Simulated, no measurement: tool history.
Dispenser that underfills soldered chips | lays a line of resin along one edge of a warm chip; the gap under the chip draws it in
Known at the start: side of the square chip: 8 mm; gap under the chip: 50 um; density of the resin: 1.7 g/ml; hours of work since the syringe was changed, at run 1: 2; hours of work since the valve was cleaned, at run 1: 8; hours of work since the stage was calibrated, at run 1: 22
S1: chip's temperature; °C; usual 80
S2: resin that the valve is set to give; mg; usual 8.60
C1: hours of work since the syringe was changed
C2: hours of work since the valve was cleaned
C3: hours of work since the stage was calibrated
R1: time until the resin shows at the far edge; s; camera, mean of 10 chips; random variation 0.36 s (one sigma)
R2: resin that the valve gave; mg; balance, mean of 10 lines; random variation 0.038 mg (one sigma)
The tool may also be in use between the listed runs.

run,day,S1,S2,C1,C2,C3,R1,R2
1,0.000,80,8.60,2,8,22,22.5,8.60
2,0.117,80,8.60,4,9,24,24.2,8.57
3,0.279,80,8.60,7,12,26,27.6,8.53
# day 0.325: new syringe of resin
4,0.400,80,8.60,1,13,28,20.3,8.59
5,0.592,80,8.60,4,16,31,23.8,8.57
6,0.779,80,8.60,7,19,34,27.4,8.59
# day 0.804: new syringe of resin
7,1.000,80,8.60,3,22,37,22.6,8.46
8,1.192,80,8.60,6,25,40,26.6,8.53
# day 1.292: new syringe of resin
9,1.300,80,8.60,0,26,41,19.9,8.53
10,1.479,80,8.60,3,29,44,22.4,8.47
11,1.662,80,10.58,5,31,46,25.8,10.43
# day 1.771: new syringe of resin
12,1.842,80,8.59,1,34,49,21.1,8.44
13,2.050,80,8.59,4,37,52,24.6,8.51
14,2.225,80,8.59,7,40,54,28.6,8.56
# day 2.254: new syringe of resin
15,2.358,80,8.60,2,41,56,21.2,8.46
16,2.454,80,8.60,3,43,58,23.4,8.49
17,2.617,80,8.60,5,45,60,26.9,8.46
18,2.717,80,8.60,7,47,61,29.3,8.46
# day 2.746: new syringe of resin
19,2.925,74,9.85,3,50,64,27.9,9.65
20,3.083,84,8.50,5,52,67,22.6,8.29
# day 3.238: new syringe of resin
21,3.246,71,7.61,0,54,69,27.7,7.34
22,3.362,70,9.15,2,56,71,30.5,8.88
23,3.592,73,9.15,5,59,74,32.8,8.88
# day 3.712: new syringe of resin
24,3.750,85,11.16,1,61,76,17.4,10.80
# day 3.867: dispensing valve cleaned and set on the balance
25,3.888,71,7.46,2,0,78,30.9,7.50
26,4.033,71,7.46,4,2,80,35.0,7.44
# day 4.242: new syringe of resin
27,4.242,71,7.46,0,5,83,27.4,7.40
28,4.442,71,7.46,3,8,86,31.8,7.38
29,4.608,80,10.77,5,11,88,26.4,10.71
# day 4.721: new syringe of resin
30,4.783,83,10.77,1,13,90,18.0,10.65
31,4.892,83,10.77,3,15,92,20.1,10.73
32,4.988,83,7.44,4,16,93,21.6,7.36
33,5.112,83,8.30,6,18,95,23.8,8.17
# day 5.200: new syringe of resin
34,5.250,83,8.30,1,20,97,18.5,8.27
35,5.388,83,8.30,3,22,99,21.1,8.27
36,5.542,76,8.62,5,24,101,29.4,8.51

3 ways to go on from here, each from the tool as it stands after run 36. What would each give?
# day 5.688: new syringe of resin
A,5.700,80,7.89,0,26,104,?,?
# day 5.688: new syringe of resin
B,5.700,94,10.25,0,26,104,?,?
# day 5.688: new syringe of resin
C,5.700,74,10.22,0,26,104,?,?

run,R1,R2
A,20.6,7.82
B,12.0,10.13
C,23.8,10.10
Without the tool's hidden state the same runs would have given:
run,R1,R2
A,20.1,7.91
B,11.7,10.25
C,23.2,10.22
